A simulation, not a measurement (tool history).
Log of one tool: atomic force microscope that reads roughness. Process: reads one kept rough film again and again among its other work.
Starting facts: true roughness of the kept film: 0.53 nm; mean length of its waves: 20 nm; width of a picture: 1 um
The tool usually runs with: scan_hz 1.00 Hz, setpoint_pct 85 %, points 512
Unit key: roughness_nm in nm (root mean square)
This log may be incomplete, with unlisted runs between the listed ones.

run 1 hour=0.0 | scan_hz=1.00 setpoint_pct=85 points=512 | roughness_nm=0.463
run 2 hour=15.2 | scan_hz=1.00 setpoint_pct=85 points=512 | roughness_nm=0.453
run 3 hour=25.0 | scan_hz=1.00 setpoint_pct=85 points=512 | roughness_nm=0.450
run 4 hour=40.4 | scan_hz=2.59 setpoint_pct=85 points=512 | roughness_nm=0.411
run 5 hour=51.7 | scan_hz=1.00 setpoint_pct=85 points=512 | roughness_nm=0.446
run 6 hour=65.3 | scan_hz=3.32 setpoint_pct=85 points=512 | roughness_nm=0.386
run 7 hour=84.8 | scan_hz=3.32 setpoint_pct=85 points=512 | roughness_nm=0.384
run 8 hour=103.8 | scan_hz=1.00 setpoint_pct=60 points=512 | roughness_nm=0.491
run 9 hour=121.0 | scan_hz=1.00 setpoint_pct=62 points=512 | roughness_nm=0.487
run 10 hour=130.6 | scan_hz=1.00 setpoint_pct=85 points=512 | roughness_nm=0.460
run 11 hour=149.9 | scan_hz=1.00 setpoint_pct=85 points=512 | roughness_nm=0.459
run 12 hour=168.4 | scan_hz=0.64 setpoint_pct=74 points=614 | roughness_nm=0.475
run 13 hour=179.4 | scan_hz=1.00 setpoint_pct=85 points=265 | roughness_nm=0.440
run 14 hour=188.0 | scan_hz=0.79 setpoint_pct=60 points=927 | roughness_nm=0.472
run 15 hour=207.7 | scan_hz=0.79 setpoint_pct=60 points=726 | roughness_nm=0.474
run 16 hour=224.4 | scan_hz=0.62 setpoint_pct=61 points=360 | roughness_nm=0.459
run 17 hour=242.6 | scan_hz=0.62 setpoint_pct=61 points=730 | roughness_nm=0.462
run 18 hour=258.5 | scan_hz=0.62 setpoint_pct=61 points=730 | roughness_nm=0.494
run 19 hour=272.7 | scan_hz=0.62 setpoint_pct=61 points=730 | roughness_nm=0.494
run 20 hour=290.5 | scan_hz=1.00 setpoint_pct=84 points=520 | roughness_nm=0.459
run 21 hour=307.2 | scan_hz=0.58 setpoint_pct=89 points=337 | roughness_nm=0.449

Withheld: 4 entries from between the runs. Position of each, and hidden state at the listed run before versus the listed run after:
Between runs 7 and 8: new tip fitted (hour 103.0)
  radius of the tip, nm: 26 -> 10.5; height scale over the true one, %: 0.65 -> 0.66
  measured value less the no-hidden-state value, roughness_nm: -0.028 -> +0.002 nm (root mean square)
Between runs 14 and 15: height scale calibrated on a step standard (hour 189.9)
  radius of the tip, nm: 20.6 -> 22.9; height scale over the true one, %: 0.72 -> 1.07
  measured value less the no-hidden-state value, roughness_nm: -0.021 -> -0.025 nm (root mean square)
Between runs 17 and 18: new tip fitted (hour 244.1)
  radius of the tip, nm: 27.1 -> 13.3; height scale over the true one, %: 1.1 -> 1.11
  measured value less the no-hidden-state value, roughness_nm: -0.034 -> -0.003 nm (root mean square)
Between runs 20 and 21: height scale calibrated on a step standard, once more (hour 303.2)
  radius of the tip, nm: 17.2 -> 19.2; height scale over the true one, %: 1.13 -> -0.07
  measured value less the no-hidden-state value, roughness_nm: -0.011 -> -0.021 nm (root mean square)
